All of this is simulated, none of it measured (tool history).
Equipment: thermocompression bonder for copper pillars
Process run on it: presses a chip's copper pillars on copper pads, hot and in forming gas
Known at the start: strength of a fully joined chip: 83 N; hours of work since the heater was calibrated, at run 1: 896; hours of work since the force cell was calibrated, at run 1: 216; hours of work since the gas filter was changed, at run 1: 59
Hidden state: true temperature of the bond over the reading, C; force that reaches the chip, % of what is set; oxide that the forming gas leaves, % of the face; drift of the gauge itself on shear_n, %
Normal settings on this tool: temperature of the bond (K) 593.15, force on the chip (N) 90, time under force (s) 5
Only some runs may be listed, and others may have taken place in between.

run	hour	temperature of the bond (K)	force on the chip (N)	time under force (s)	hours of work since the heater was calibrated	hours of work since the force cell was calibrated	hours of work since the gas filter was changed	force that shears a chip off (N)
1	0	593.15	90	5	896	216	59	33.9
2	6.6	593.15	90	5	899	219	62	34.1
3	15.6	593.15	90	11	903	223	67	44.8
4	22.8	593.15	90	11	907	227	70	44.9
5	28.9	593.15	90	11	909	230	73	45.1
6	34.3	593.15	74	11	912	232	76	37.7
7	44.1	565.15	74	11	917	237	80	27.2
8	50	593.15	75	5	920	240	83	28.1
9	54.9	593.15	75	5	922	242	85	27.9
10	61.6	593.15	75	5	925	245	89	27.8
11	68	593.15	75	5	928	248	92	27.9
12	79	585.15	90	5	933	254	97	30.9
13	84.1	585.15	90	5	936	256	99	31.2
14	89.8	563.15	90	5	938	259	102	23.3
15	96.9	563.15	90	5	942	262	105	23.5
16	102.9	593.15	90	5	945	265	108	33.6
17	110	593.15	90	5	948	268	112	34.1
18	120.4	593.15	90	5	953	273	117	33.2
# hour 127.3: forming gas filter changed
19	128.3	593.15	90	5	957	277	0	34.9
20	135.9	593.15	90	5	960	280	4	34.8
21	141.5	593.15	90	5	963	283	7	35
22	150.3	593.15	90	5	967	287	11	34.7
23	159.4	592.15	57	6	971	292	15	22
24	169	603.15	90	11	976	296	20	49.8
25	177.5	603.15	90	11	980	300	24	49.7
26	185.9	566.15	80	6	984	304	28	23.7
27	197.2	566.15	80	6	990	310	33	23.3
28	202.6	566.15	80	6	992	312	36	23.6
29	208.6	593.15	90	10	995	315	39	43.5
30	219.7	593.15	90	10	1000	320	44	43.8
31	226.7	605.15	64	4	1004	324	47	24.5
32	236.9	605.15	64	5	1009	329	52	26.8
33	242.5	605.15	64	5	1011	331	55	26.9
# hour 252.1: heater calibrated with a thermocouple chip
34	256	613.15	90	6	2	337	61	46.8
35	266.6	593.15	74	5	7	342	66	29.4
36	275.8	593.15	74	5	11	346	70	29.6
37	284.4	593.15	74	5	15	350	74	29.8
38	289.3	576.15	108	10	18	353	76	46.3
39	294.5	580.15	86	8	20	355	79	36.5
40	302.4	592.15	132	14	24	359	83	65.8
41	311.4	599.15	90	3	28	363	87	31.9

The same runs without the tool's hidden state, with the same run-to-run variation:
run	force that shears a chip off (N)
1	37.6
2	37.9
3	49.2
4	49.3
5	49.7
6	41.9
7	30.9
8	31.7
9	31.5
10	31.4
11	31.6
12	35
13	35.4
14	26.9
15	27.1
16	38.1
17	38.6
18	37.8
19	38.2
20	38.2
21	38.4
22	38.2
23	24.6
24	53.8
25	53.9
26	26.8
27	26.4
28	26.8
29	47.9
30	48.3
31	27.6
32	30.2
33	30.3
34	48.3
35	30.5
36	30.8
37	31.1
38	48.1
39	38
40	68.1
41	33.4
